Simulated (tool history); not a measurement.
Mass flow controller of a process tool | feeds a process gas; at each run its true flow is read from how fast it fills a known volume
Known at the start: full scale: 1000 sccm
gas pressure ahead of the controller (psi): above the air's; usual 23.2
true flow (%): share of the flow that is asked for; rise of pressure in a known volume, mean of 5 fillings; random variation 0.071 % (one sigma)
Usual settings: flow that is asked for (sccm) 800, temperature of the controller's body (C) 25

run	hour	flow that is asked for (sccm)	gas pressure ahead of the controller (psi)	temperature of the controller's body (C)	true flow (%)
1	0	800	23.2	25	99.57
2	216.7	800	23.2	25	99.41
3	380.6	800	26.3	25	99.44
4	591	800	23.2	25	99.51
5	829.5	800	23.2	25	99.42
6	1080	125	23.2	25	98.07
7	1346.8	125	23.2	25	98.1
8	1542.9	125	23.2	25	98.18
9	1706.7	125	23.2	25	98.09
10	1953.7	125	23.2	25	98.11
11	2083.9	125	23.2	25	98.15
12	2345.7	799	37.1	28	100.06
13	2493	799	37.1	28	100.08
14	2780.1	722	21.2	27	99.24
15	3061.2	722	21.2	27	99.27

Forecast each of these 3 alternatives for the next run:
A	3247.8	121	21.2	27	?
B	3247.8	722	22.9	27	?
C	3247.8	217	21.2	28	?

run	true flow (%)
A	98.06
B	99.34
C	98.38
Without the tool's hidden state the same runs would have given:
run	true flow (%)
A	98.09
B	99.36
C	98.4
